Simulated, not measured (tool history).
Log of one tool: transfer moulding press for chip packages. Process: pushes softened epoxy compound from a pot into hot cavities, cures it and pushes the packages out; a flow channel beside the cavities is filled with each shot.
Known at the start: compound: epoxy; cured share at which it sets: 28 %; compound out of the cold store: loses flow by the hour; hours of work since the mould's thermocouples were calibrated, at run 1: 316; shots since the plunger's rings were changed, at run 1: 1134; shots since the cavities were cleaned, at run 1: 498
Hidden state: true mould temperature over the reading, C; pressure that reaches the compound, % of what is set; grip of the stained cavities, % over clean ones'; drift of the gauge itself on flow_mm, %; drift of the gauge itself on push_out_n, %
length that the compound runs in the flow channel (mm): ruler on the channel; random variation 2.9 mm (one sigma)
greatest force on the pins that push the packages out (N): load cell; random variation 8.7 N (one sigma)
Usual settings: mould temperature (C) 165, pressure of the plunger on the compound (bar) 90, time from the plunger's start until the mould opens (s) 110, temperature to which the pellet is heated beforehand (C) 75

run	day	mould temperature (C)	pressure of the plunger on the compound (bar)	time from the plunger's start until the mould opens (s)	temperature to which the pellet is heated beforehand (C)	hours of work since the mould's thermocouples were calibrated	shots since the plunger's rings were changed	shots since the cavities were cleaned	incoming compound's hours out of the cold store	length that the compound runs in the flow channel (mm)	greatest force on the pins that push the packages out (N)
1	0	165	90	110	75	316	1134	498	11.5	1030	519
# day 0.129: cavities cleaned with cleaning compound and waxed
2	0.633	165	90	110	75	322	1249	102	28.7	939	597
3	1.054	165	90	110	75	327	1334	187	47	853	570
4	1.512	165	90	110	75	333	1427	280	8.2	1042	612
5	2.154	165	90	110	75	340	1557	410	45.3	859	600
# day 2.725: cavities cleaned with cleaning compound and waxed
6	2.958	165	90	110	75	348	1707	48	32.2	912	382
7	3.292	165	90	110	71	352	1774	115	40.1	880	414
# day 3.404: cavities cleaned with cleaning compound and waxed, once more
8	3.825	165	90	120	71	358	1869	85	29.8	926	354
9	4.6	165	90	123	75	367	2026	242	47.4	838	390
10	5.146	165	90	123	75	373	2136	352	12.6	1007	428
11	5.854	165	90	123	75	381	2280	496	35.3	893	435
# day 5.983: cavities cleaned with cleaning compound and waxed
12	6.504	165	90	123	75	388	2399	106	31.6	908	365
13	7.133	165	90	123	75	395	2525	232	18.6	967	410
14	7.621	165	90	123	75	401	2624	331	41.5	863	409
15	8.392	165	77.1	123	65	410	2781	488	9.7	942	449
# day 8.562: cavities cleaned with cleaning compound and waxed
16	8.838	165	73.6	110	66	414	2858	56	22.8	859	390
17	9.158	165	73.6	110	66	418	2923	121	22.9	860	424
18	9.633	165	73.6	110	66	423	3019	217	9.6	914	446
19	10.058	159	73.6	110	67	428	3105	303	38.9	815	678
20	10.683	157	70.6	91	75	435	3231	429	26.3	863	1380
# day 11.175: cavities cleaned with cleaning compound and waxed
21	11.192	158	70.6	91	83	441	3321	3	35.4	807	920
22	11.829	168	70.6	143	83	448	3450	132	16.7	850	349
# day 12.117: plunger's sealing rings changed
23	12.479	167	89.9	115	72	454	73	242	17.2	1001	393
24	12.971	165	90	109	75	460	173	342	17.2	1006	483
25	13.612	165	90	109	75	467	302	471	47.9	857	482
# day 13.871: cavities cleaned with cleaning compound and waxed
26	14.292	165	90	109	68	474	427	85	30.1	938	417
27	15.067	165	90	127	75	483	584	242	41.9	882	379

Some steps in length that the compound runs in the flow channel (mm) between neighbouring runs. How much of each would the tool show without its hidden state too (settings, what came in, random variation), and how much is left for the hidden state, with any gauge scatter that isn't in both results?
Run 3 -> 4: no setting changed, nothing entered. length that the compound runs in the flow channel (mm) +189: hidden state -5, all else +194.
Run 4 -> 5: no setting changed, nothing entered. length that the compound runs in the flow channel (mm) -183: hidden state +3, all else -186.
Run 9 -> 10: no setting changed, nothing entered. length that the compound runs in the flow channel (mm) +169: hidden state -7, all else +176.
Run 22 -> 23: mould temperature (C) 168 -> 167, pressure of the plunger on the compound (bar) 70.6 -> 89.9, time from the plunger's start until the mould opens (s) 143 -> 115, temperature to which the pellet is heated beforehand (C) 83 -> 72, plunger's sealing rings changed. length that the compound runs in the flow channel (mm) +151: hidden state +37, all else +114.
